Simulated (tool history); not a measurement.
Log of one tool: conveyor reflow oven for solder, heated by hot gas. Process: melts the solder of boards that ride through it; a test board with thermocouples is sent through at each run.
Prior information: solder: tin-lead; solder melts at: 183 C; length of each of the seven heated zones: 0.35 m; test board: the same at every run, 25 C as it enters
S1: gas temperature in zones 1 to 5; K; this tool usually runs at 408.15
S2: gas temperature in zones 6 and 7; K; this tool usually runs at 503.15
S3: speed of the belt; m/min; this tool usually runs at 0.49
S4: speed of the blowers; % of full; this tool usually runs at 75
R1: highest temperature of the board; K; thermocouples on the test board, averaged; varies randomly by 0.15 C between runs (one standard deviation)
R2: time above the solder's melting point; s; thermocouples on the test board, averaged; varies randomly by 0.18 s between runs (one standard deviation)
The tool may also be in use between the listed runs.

{"run": 1, "hour": 0.0, "S1": 408.15, "S2": 503.15, "S3": 0.49, "S4": 75, "R1": 486.75, "R2": 60.1}
{"run": 2, "hour": 5.4, "S1": 408.15, "S2": 503.15, "S3": 0.49, "S4": 75, "R1": 486.75, "R2": 60.2}
{"run": 3, "hour": 15.4, "S1": 408.15, "S2": 503.15, "S3": 0.49, "S4": 75, "R1": 487.05, "R2": 59.7}
{"run": 4, "hour": 22.7, "S1": 408.15, "S2": 503.15, "S3": 0.49, "S4": 75, "R1": 486.85, "R2": 59.7}
{"run": 5, "hour": 31.2, "S1": 408.15, "S2": 503.15, "S3": 0.49, "S4": 75, "R1": 486.95, "R2": 60}
{"run": 6, "hour": 40.7, "S1": 408.15, "S2": 503.15, "S3": 0.503, "S4": 75, "R1": 486.15, "R2": 57.2}
{"run": 7, "hour": 46.9, "S1": 408.15, "S2": 503.15, "S3": 0.503, "S4": 75, "R1": 486.05, "R2": 57.2}
{"run": 8, "hour": 57.8, "S1": 408.15, "S2": 503.15, "S3": 0.503, "S4": 75, "R1": 486.05, "R2": 57.3}
{"run": 9, "hour": 62.9, "S1": 408.15, "S2": 503.15, "S3": 0.49, "S4": 75, "R1": 487.05, "R2": 59.7}
{"run": 10, "hour": 70.0, "S1": 408.15, "S2": 503.15, "S3": 0.49, "S4": 75, "R1": 486.85, "R2": 59.6}
{"run": 11, "hour": 79.0, "S1": 408.15, "S2": 503.15, "S3": 0.49, "S4": 86, "R1": 488.35, "R2": 61.5}
{"run": 12, "hour": 87.0, "S1": 408.15, "S2": 503.15, "S3": 0.53, "S4": 75, "R1": 484.15, "R2": 52.2}
{"run": 13, "hour": 96.5, "S1": 408.15, "S2": 503.15, "S3": 0.53, "S4": 75, "R1": 484.05, "R2": 51.8}
{"run": 14, "hour": 106.5, "S1": 408.15, "S2": 503.15, "S3": 0.53, "S4": 75, "R1": 484.25, "R2": 52.1}
{"run": 15, "hour": 115.8, "S1": 408.15, "S2": 507.15, "S3": 0.49, "S4": 75, "R1": 490.25, "R2": 63}
{"run": 16, "hour": 127.1, "S1": 410.15, "S2": 492.15, "S3": 0.49, "S4": 59, "R1": 475.25, "R2": 46.5}
{"run": 17, "hour": 134.2, "S1": 410.15, "S2": 492.15, "S3": 0.49, "S4": 59, "R1": 475.15, "R2": 45.9}
{"run": 18, "hour": 140.0, "S1": 410.15, "S2": 492.15, "S3": 0.49, "S4": 59, "R1": 475.45, "R2": 46}
{"run": 19, "hour": 151.0, "S1": 411.15, "S2": 501.15, "S3": 0.448, "S4": 77, "R1": 488.45, "R2": 69.6}
{"run": 20, "hour": 162.0, "S1": 405.15, "S2": 503.15, "S3": 0.49, "S4": 52, "R1": 481.65, "R2": 52.2}

Run 21, settings as shown, results not yet in. Your forecast:
{"run": 21, "hour": 173.7, "S1": 419.15, "S2": 503.15, "S3": 0.5, "S4": 75, "R1": "?", "R2": "?"}

R1: 488.15 K
R2: 64.4 s
Without the tool's hidden state the same run would have given R1 487.55 K, R2 63.7 s.
